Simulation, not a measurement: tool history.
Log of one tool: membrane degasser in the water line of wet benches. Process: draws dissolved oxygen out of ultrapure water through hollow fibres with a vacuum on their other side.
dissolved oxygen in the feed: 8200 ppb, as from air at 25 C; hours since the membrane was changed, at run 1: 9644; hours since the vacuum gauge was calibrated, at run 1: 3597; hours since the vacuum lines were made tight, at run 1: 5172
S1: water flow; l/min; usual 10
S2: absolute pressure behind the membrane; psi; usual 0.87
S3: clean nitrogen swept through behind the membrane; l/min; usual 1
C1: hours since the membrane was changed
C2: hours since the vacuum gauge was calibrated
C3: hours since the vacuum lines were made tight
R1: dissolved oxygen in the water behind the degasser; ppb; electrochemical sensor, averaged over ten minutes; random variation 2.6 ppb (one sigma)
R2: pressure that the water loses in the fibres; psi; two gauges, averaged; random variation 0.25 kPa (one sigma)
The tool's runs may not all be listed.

run    hour  S1     S2    S3     C1    C2    C3     R1      R2
  1       0  10   0.87     1   9644  3597  5172  258.8   9.881
  2   259.7  10  1.951     1   9903  3857  5431  415.5   9.937
  3   400.6   8   0.87     1  10044  3998  5572    149   7.938
  4   623.2   8   0.87     1  10267  4220  5795  148.9   7.997
      780.1  -- seals of the vacuum lines changed
  5   835.9   8   0.87     1  10477  4431    56  150.7   7.958
  6   987.7  10   0.86     1  10629  4583   208  252.4   9.897
     1185.9  -- vacuum gauge calibrated
  7  1244.5  10   0.87     1  10886    59   464  259.7   9.931
  8  1499.4  10   0.87     1  11140   313   719  257.3   9.997
  9    1647  10   0.87  1.26  11288   461   866  240.5   9.995
 10  1827.2  10   0.87  1.26  11468   641  1047  250.9   9.971
 11  2032.2  13   0.87     1  11673   846  1252  466.9  12.997
 12  2315.5  13   0.87     1  11957  1130  1535    469  13.008
 13  2558.3  13   0.87     1  12199  1372  1778  457.2  13.085
 14  2717.9  13   0.87     1  12359  1532  1937  459.1  13.011
 15  2883.1  13   0.87     1  12524  1697  2102    465  12.991
 16  3038.3  13   0.87     1  12679  1852  2258  469.5  12.932
 17  3174.8  13   0.87     1  12816  1989  2394  465.2  13.007
 18    3422  13   0.87   1.3  13063  2236  2641  446.4  13.064
 19  3676.2   7   0.87  1.98  13317  2490  2896   81.4   7.011
 20  3837.7   8  1.237  1.98  13479  2652  3057  146.4   7.981
 21  4045.7  12  0.731  0.43  13687  2860  3265  430.6  12.051
       4148  -- membrane cartridge changed
 22  4331.3  12  0.731  1.37    183  3141  3547  350.4  12.083
 23  4505.4   7  0.821   1.8    357  3315  3721   81.1   7.068
 24  4769.6   7  0.821   1.3    622  3580  3985   89.5   7.111
 25  4908.7   7  0.821   1.3    761  3719  4124     89   7.036
 26  5117.7   7  0.789   1.3    970  3928  4333   86.6   7.033
 27  5370.5   7  0.789   1.3   1223  4181  4586   84.4   7.066
 28  5540.6  10   0.87  1.65   1393  4351  4756  233.4  10.057
 29  5670.2   7   0.87  0.48   1522  4480  4886  148.7    7.13
 30    5900  10  0.656   1.3   1752  4710  5115  218.2  10.138
     5973.4  -- vacuum gauge calibrated
 31  6136.8  10  0.719     1   1988   163  5352  233.5  10.153
 32  6379.6  16  1.791  1.29   2231   406  5595  843.3  16.124

3 ways to go on from here, each from the tool as it stands after run 32. What would each give?
  A  6508.5   7  1.197  1.38  2360  535  5723   ?   ?
  B  6508.5  12  1.861  0.58  2360  535  5723   ?   ?
  C  6508.5   8  1.791  1.29  2360  535  5723   ?   ?

run     R1      R2
  A  116.6   7.047
  B  709.3  12.177
  C  228.8   8.115
Without the tool's hidden state the same runs would have given:
run     R1      R2
  A  116.4   6.862
  B  708.8  11.858
  C  228.5   7.903
